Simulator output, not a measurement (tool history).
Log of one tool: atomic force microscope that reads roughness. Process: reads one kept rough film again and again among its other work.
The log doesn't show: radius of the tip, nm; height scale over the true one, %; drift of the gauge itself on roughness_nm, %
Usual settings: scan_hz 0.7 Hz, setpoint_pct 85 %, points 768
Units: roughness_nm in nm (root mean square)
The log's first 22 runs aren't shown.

| run | hour | scan_hz | setpoint_pct | points | pictures with this tip | hours of work since the height scale was calibrated | roughness_nm |
|---|---|---|---|---|---|---|---|
| 23 | 349 | 0.7 | 56 | 272 | 162 | 800 | 2.309 |
| 24 | 368.5 | 3.738 | 86 | 698 | 196 | 813 | 1.56 |
|  | 382.4 | new tip fitted |
| 25 | 382.5 | 3.738 | 86 | 698 | 0 | 823 | 1.573 |
| 26 | 397.1 | 3.738 | 86 | 414 | 25 | 833 | 1.566 |
| 27 | 411.8 | 3.738 | 67 | 414 | 50 | 843 | 1.99 |
| 28 | 428.4 | 1.832 | 85 | 890 | 78 | 855 | 1.917 |
| 29 | 440 | 1.832 | 85 | 890 | 98 | 863 | 1.907 |
| 30 | 461 | 1.027 | 55 | 964 | 134 | 877 | 2.334 |
| 31 | 470.9 | 2.047 | 81 | 972 | 151 | 884 | 1.951 |
| 32 | 481.3 | 0.708 | 62 | 953 | 168 | 892 | 2.342 |

Forecast each of these 4 alternatives for the next run:
| A | 494.6 | 0.7 | 57 | 273 | 191 | 901 | ? |
| B | 494.6 | 0.7 | 85 | 782 | 191 | 901 | ? |
| C | 494.6 | 0.708 | 62 | 440 | 191 | 901 | ? |
| D | 494.6 | 0.7 | 87 | 288 | 191 | 901 | ? |

| run | roughness_nm |
|---|---|
| A | 2.314 |
| B | 2.162 |
| C | 2.302 |
| D | 2.135 |
Without the tool's hidden state the same runs would have given:
| run | roughness_nm |
|---|---|
| A | 2.321 |
| B | 2.168 |
| C | 2.309 |
| D | 2.141 |
